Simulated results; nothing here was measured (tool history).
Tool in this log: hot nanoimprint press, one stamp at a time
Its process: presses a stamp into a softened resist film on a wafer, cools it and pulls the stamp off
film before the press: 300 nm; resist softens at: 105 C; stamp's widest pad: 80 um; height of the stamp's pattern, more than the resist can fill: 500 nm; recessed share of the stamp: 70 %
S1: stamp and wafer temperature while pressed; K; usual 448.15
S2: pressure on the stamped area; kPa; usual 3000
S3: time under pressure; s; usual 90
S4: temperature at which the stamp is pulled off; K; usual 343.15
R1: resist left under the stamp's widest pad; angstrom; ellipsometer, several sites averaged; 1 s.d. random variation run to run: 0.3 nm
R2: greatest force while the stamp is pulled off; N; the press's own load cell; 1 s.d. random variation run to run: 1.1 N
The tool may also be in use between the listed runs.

{"run": 1, "hour": 0.0, "S1": 448.15, "S2": 3000, "S3": 90, "S4": 343.15, "R1": 1664, "R2": 122}
{"run": 2, "hour": 8.5, "S1": 448.15, "S2": 3000, "S3": 90, "S4": 343.15, "R1": 1664, "R2": 125}
{"run": 3, "hour": 15.2, "S1": 448.15, "S2": 3000, "S3": 90, "S4": 343.15, "R1": 1667, "R2": 123}
{"run": 4, "hour": 26.0, "S1": 448.15, "S2": 3000, "S3": 90, "S4": 343.15, "R1": 1659, "R2": 124}
{"run": 5, "hour": 34.9, "S1": 448.15, "S2": 3000, "S3": 90, "S4": 343.15, "R1": 1661, "R2": 125}
{"run": 6, "hour": 40.7, "S1": 448.15, "S2": 3000, "S3": 90, "S4": 343.15, "R1": 1660, "R2": 126}
{"run": 7, "hour": 46.7, "S1": 448.15, "S2": 3000, "S3": 90, "S4": 343.15, "R1": 1663, "R2": 128}
{"run": 8, "hour": 57.4, "S1": 455.15, "S2": 3000, "S3": 90, "S4": 343.15, "R1": 1201, "R2": 127}
{"run": 9, "hour": 64.9, "S1": 455.15, "S2": 3000, "S3": 90, "S4": 343.15, "R1": 1203, "R2": 128}
{"hour": 68.8, "done": "plate thermocouple calibrated"}
{"run": 10, "hour": 75.4, "S1": 448.15, "S2": 3360, "S3": 90, "S4": 343.15, "R1": 1550, "R2": 124}
{"hour": 88.2, "done": "stamp cleaned and given a new release coat"}
{"run": 11, "hour": 88.2, "S1": 448.15, "S2": 3360, "S3": 90, "S4": 343.15, "R1": 1545, "R2": 112}
{"run": 12, "hour": 99.9, "S1": 448.15, "S2": 3000, "S3": 90, "S4": 343.15, "R1": 1625, "R2": 111}
{"hour": 105.7, "done": "plate thermocouple calibrated, once more"}
{"run": 13, "hour": 113.4, "S1": 448.15, "S2": 3000, "S3": 90, "S4": 343.15, "R1": 1721, "R2": 118}
{"run": 14, "hour": 121.9, "S1": 448.15, "S2": 3000, "S3": 90, "S4": 343.15, "R1": 1725, "R2": 118}
{"run": 15, "hour": 129.0, "S1": 453.15, "S2": 3000, "S3": 90, "S4": 343.15, "R1": 1367, "R2": 120}
{"run": 16, "hour": 136.2, "S1": 453.15, "S2": 3000, "S3": 90, "S4": 331.15, "R1": 1375, "R2": 163}
{"run": 17, "hour": 146.2, "S1": 456.15, "S2": 2520, "S3": 77, "S4": 328.15, "R1": 1370, "R2": 174}
{"run": 18, "hour": 156.2, "S1": 456.15, "S2": 2520, "S3": 77, "S4": 328.15, "R1": 1370, "R2": 173}
{"run": 19, "hour": 166.3, "S1": 456.15, "S2": 2520, "S3": 77, "S4": 328.15, "R1": 1369, "R2": 177}
{"run": 20, "hour": 175.9, "S1": 456.15, "S2": 2520, "S3": 77, "S4": 328.15, "R1": 1368, "R2": 179}
{"run": 21, "hour": 185.9, "S1": 445.15, "S2": 3000, "S3": 90, "S4": 343.15, "R1": 1948, "R2": 122}
{"run": 22, "hour": 193.8, "S1": 445.15, "S2": 3000, "S3": 90, "S4": 343.15, "R1": 1946, "R2": 123}
{"run": 23, "hour": 205.0, "S1": 440.15, "S2": 3000, "S3": 114, "S4": 331.15, "R1": 2219, "R2": 169}
{"run": 24, "hour": 213.1, "S1": 450.15, "S2": 3000, "S3": 117, "S4": 331.15, "R1": 1435, "R2": 171}
{"run": 25, "hour": 219.0, "S1": 439.15, "S2": 3950, "S3": 110, "S4": 329.15, "R1": 2144, "R2": 178}
{"run": 26, "hour": 225.6, "S1": 439.15, "S2": 3950, "S3": 110, "S4": 329.15, "R1": 2144, "R2": 176}
{"run": 27, "hour": 231.0, "S1": 439.15, "S2": 3950, "S3": 110, "S4": 329.15, "R1": 2136, "R2": 179}
{"run": 28, "hour": 239.1, "S1": 453.15, "S2": 3000, "S3": 90, "S4": 343.15, "R1": 1363, "R2": 126}
{"run": 29, "hour": 246.2, "S1": 453.15, "S2": 3000, "S3": 90, "S4": 343.15, "R1": 1367, "R2": 127}
{"run": 30, "hour": 253.3, "S1": 453.15, "S2": 3000, "S3": 90, "S4": 343.15, "R1": 1360, "R2": 128}

Consider 4 possible next runs. They are alternatives, not a sequence: every one starts from the tool as it was left by run 30. What does each give?
{"run": "A", "hour": 262.6, "S1": 453.15, "S2": 2990, "S3": 120, "S4": 343.15, "R1": "?", "R2": "?"}
{"run": "B", "hour": 262.6, "S1": 446.15, "S2": 2720, "S3": 90, "S4": 330.15, "R1": "?", "R2": "?"}
{"run": "C", "hour": 262.6, "S1": 460.15, "S2": 2320, "S3": 82, "S4": 343.15, "R1": "?", "R2": "?"}
{"run": "D", "hour": 262.6, "S1": 450.15, "S2": 3380, "S3": 90, "S4": 348.15, "R1": "?", "R2": "?"}

run=A R1=1229 R2=130
run=B R1=1930 R2=178
run=C R1=1158 R2=129
run=D R1=1482 R2=110
Stripped of hidden state, with their random variation kept, the same runs would have yielded:
run=A R1=1228 R2=117
run=B R1=1930 R2=160
run=C R1=1157 R2=116
run=D R1=1479 R2=99

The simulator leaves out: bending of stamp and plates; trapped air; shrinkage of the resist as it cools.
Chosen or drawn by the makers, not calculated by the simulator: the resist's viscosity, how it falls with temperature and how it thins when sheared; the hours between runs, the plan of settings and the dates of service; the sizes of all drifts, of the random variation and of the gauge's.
